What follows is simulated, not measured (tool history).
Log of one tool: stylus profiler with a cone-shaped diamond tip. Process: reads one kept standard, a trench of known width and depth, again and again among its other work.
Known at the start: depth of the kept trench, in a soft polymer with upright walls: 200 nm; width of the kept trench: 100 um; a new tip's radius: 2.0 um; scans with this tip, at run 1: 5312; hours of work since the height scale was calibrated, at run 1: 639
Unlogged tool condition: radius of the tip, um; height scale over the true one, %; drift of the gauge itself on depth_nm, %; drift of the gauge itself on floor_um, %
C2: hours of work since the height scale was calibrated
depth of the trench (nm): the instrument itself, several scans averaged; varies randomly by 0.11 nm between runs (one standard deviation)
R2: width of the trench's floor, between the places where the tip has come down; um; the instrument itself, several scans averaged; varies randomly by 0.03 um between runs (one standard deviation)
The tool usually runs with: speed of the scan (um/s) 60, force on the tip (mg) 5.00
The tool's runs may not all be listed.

{"run": 1, "hour": 0.0, "speed of the scan (um/s)": 60, "force on the tip (mg)": 5.0, "scans with this tip": 5312, "C2": 639, "depth of the trench (nm)": 204.37, "R2": 97.87}
{"run": 2, "hour": 46.9, "speed of the scan (um/s)": 60, "force on the tip (mg)": 5.0, "scans with this tip": 5485, "C2": 660, "depth of the trench (nm)": 204.28, "R2": 97.93}
{"run": 3, "hour": 93.5, "speed of the scan (um/s)": 60, "force on the tip (mg)": 5.0, "scans with this tip": 5657, "C2": 681, "depth of the trench (nm)": 204.29, "R2": 97.9}
{"run": 4, "hour": 115.1, "speed of the scan (um/s)": 60, "force on the tip (mg)": 3.37, "scans with this tip": 5737, "C2": 690, "depth of the trench (nm)": 203.54, "R2": 97.86}
{"run": 5, "hour": 155.6, "speed of the scan (um/s)": 60, "force on the tip (mg)": 7.18, "scans with this tip": 5887, "C2": 708, "depth of the trench (nm)": 205.33, "R2": 97.91}
{"run": 6, "hour": 196.8, "speed of the scan (um/s)": 60, "force on the tip (mg)": 7.18, "scans with this tip": 6039, "C2": 727, "depth of the trench (nm)": 205.31, "R2": 97.95}
{"run": 7, "hour": 222.3, "speed of the scan (um/s)": 184, "force on the tip (mg)": 5.0, "scans with this tip": 6133, "C2": 738, "depth of the trench (nm)": 204.39, "R2": 97.36}
{"run": 8, "hour": 254.0, "speed of the scan (um/s)": 184, "force on the tip (mg)": 5.0, "scans with this tip": 6251, "C2": 752, "depth of the trench (nm)": 204.34, "R2": 97.39}
{"run": 9, "hour": 279.0, "speed of the scan (um/s)": 184, "force on the tip (mg)": 5.0, "scans with this tip": 6343, "C2": 763, "depth of the trench (nm)": 204.35, "R2": 97.37}
{"run": 10, "hour": 302.3, "speed of the scan (um/s)": 184, "force on the tip (mg)": 5.0, "scans with this tip": 6429, "C2": 774, "depth of the trench (nm)": 204.47, "R2": 97.36}
{"run": 11, "hour": 339.7, "speed of the scan (um/s)": 184, "force on the tip (mg)": 5.0, "scans with this tip": 6567, "C2": 790, "depth of the trench (nm)": 204.54, "R2": 97.38}
{"run": 12, "hour": 369.6, "speed of the scan (um/s)": 184, "force on the tip (mg)": 5.0, "scans with this tip": 6678, "C2": 803, "depth of the trench (nm)": 204.53, "R2": 97.34}
{"run": 13, "hour": 407.9, "speed of the scan (um/s)": 184, "force on the tip (mg)": 5.0, "scans with this tip": 6819, "C2": 821, "depth of the trench (nm)": 204.55, "R2": 97.4}
{"run": 14, "hour": 452.1, "speed of the scan (um/s)": 184, "force on the tip (mg)": 5.0, "scans with this tip": 6983, "C2": 840, "depth of the trench (nm)": 204.42, "R2": 97.34}
{"run": 15, "hour": 492.4, "speed of the scan (um/s)": 184, "force on the tip (mg)": 5.0, "scans with this tip": 7132, "C2": 858, "depth of the trench (nm)": 204.65, "R2": 97.41}
{"run": 16, "hour": 532.6, "speed of the scan (um/s)": 85, "force on the tip (mg)": 2.82, "scans with this tip": 7280, "C2": 876, "depth of the trench (nm)": 203.32, "R2": 97.67}
{"run": 17, "hour": 558.2, "speed of the scan (um/s)": 65, "force on the tip (mg)": 7.7, "scans with this tip": 7375, "C2": 887, "depth of the trench (nm)": 205.81, "R2": 97.9}
{"run": 18, "hour": 594.0, "speed of the scan (um/s)": 19, "force on the tip (mg)": 1.99, "scans with this tip": 7507, "C2": 903, "depth of the trench (nm)": 203.03, "R2": 97.93}
{"run": 19, "hour": 623.8, "speed of the scan (um/s)": 114, "force on the tip (mg)": 4.7, "scans with this tip": 7617, "C2": 917, "depth of the trench (nm)": 204.6, "R2": 97.61}
{"run": 20, "hour": 670.2, "speed of the scan (um/s)": 114, "force on the tip (mg)": 4.7, "scans with this tip": 7789, "C2": 937, "depth of the trench (nm)": 204.49, "R2": 97.56}
{"run": 21, "hour": 717.4, "speed of the scan (um/s)": 114, "force on the tip (mg)": 4.7, "scans with this tip": 7963, "C2": 958, "depth of the trench (nm)": 204.42, "R2": 97.61}
{"run": 22, "hour": 748.9, "speed of the scan (um/s)": 26, "force on the tip (mg)": 2.85, "scans with this tip": 8080, "C2": 972, "depth of the trench (nm)": 203.76, "R2": 97.96}
{"run": 23, "hour": 783.0, "speed of the scan (um/s)": 26, "force on the tip (mg)": 2.85, "scans with this tip": 8206, "C2": 987, "depth of the trench (nm)": 203.64, "R2": 98.0}
{"run": 24, "hour": 824.7, "speed of the scan (um/s)": 26, "force on the tip (mg)": 2.85, "scans with this tip": 8360, "C2": 1006, "depth of the trench (nm)": 203.71, "R2": 97.94}
{"run": 25, "hour": 860.4, "speed of the scan (um/s)": 17, "force on the tip (mg)": 12.49, "scans with this tip": 8492, "C2": 1022, "depth of the trench (nm)": 208.03, "R2": 98.04}
{"run": 26, "hour": 909.7, "speed of the scan (um/s)": 103, "force on the tip (mg)": 9.65, "scans with this tip": 8674, "C2": 1044, "depth of the trench (nm)": 206.77, "R2": 97.77}
{"run": 27, "hour": 938.1, "speed of the scan (um/s)": 77, "force on the tip (mg)": 1.95, "scans with this tip": 8779, "C2": 1056, "depth of the trench (nm)": 202.96, "R2": 97.6}
{"run": 28, "hour": 961.6, "speed of the scan (um/s)": 101, "force on the tip (mg)": 2.78, "scans with this tip": 8866, "C2": 1067, "depth of the trench (nm)": 203.81, "R2": 97.47}
{"run": 29, "hour": 1007.3, "speed of the scan (um/s)": 101, "force on the tip (mg)": 2.78, "scans with this tip": 9035, "C2": 1087, "depth of the trench (nm)": 203.55, "R2": 97.41}
{"run": 30, "hour": 1047.5, "speed of the scan (um/s)": 195, "force on the tip (mg)": 12.41, "scans with this tip": 9183, "C2": 1105, "depth of the trench (nm)": 208.09, "R2": 97.56}

Predict each of these 5 candidate next runs independently; none follows another, all start after run 30:
{"run": "A", "hour": 1080.7, "speed of the scan (um/s)": 60, "force on the tip (mg)": 5.34, "scans with this tip": 9306, "C2": 1120, "depth of the trench (nm)": "?", "R2": "?"}
{"run": "B", "hour": 1080.7, "speed of the scan (um/s)": 132, "force on the tip (mg)": 10.24, "scans with this tip": 9306, "C2": 1120, "depth of the trench (nm)": "?", "R2": "?"}
{"run": "C", "hour": 1080.7, "speed of the scan (um/s)": 26, "force on the tip (mg)": 11.9, "scans with this tip": 9306, "C2": 1120, "depth of the trench (nm)": "?", "R2": "?"}
{"run": "D", "hour": 1080.7, "speed of the scan (um/s)": 60, "force on the tip (mg)": 3.25, "scans with this tip": 9306, "C2": 1120, "depth of the trench (nm)": "?", "R2": "?"}
{"run": "E", "hour": 1080.7, "speed of the scan (um/s)": 60, "force on the tip (mg)": 3.48, "scans with this tip": 9306, "C2": 1120, "depth of the trench (nm)": "?", "R2": "?"}

run=A depth_of_the_trench_(nm)=205.06 R2=97.88
run=B depth_of_the_trench_(nm)=207.00 R2=97.72
run=C depth_of_the_trench_(nm)=207.68 R2=97.97
run=D depth_of_the_trench_(nm)=204.11 R2=97.79
run=E depth_of_the_trench_(nm)=203.91 R2=97.81
The same runs, with their run-to-run variation unchanged, on a tool lacking any hidden condition would have given:
run=A depth_of_the_trench_(nm)=203.83 R2=98.07
run=B depth_of_the_trench_(nm)=205.75 R2=97.91
run=C depth_of_the_trench_(nm)=206.43 R2=98.16
run=D depth_of_the_trench_(nm)=202.88 R2=97.98
run=E depth_of_the_trench_(nm)=202.69 R2=98.00
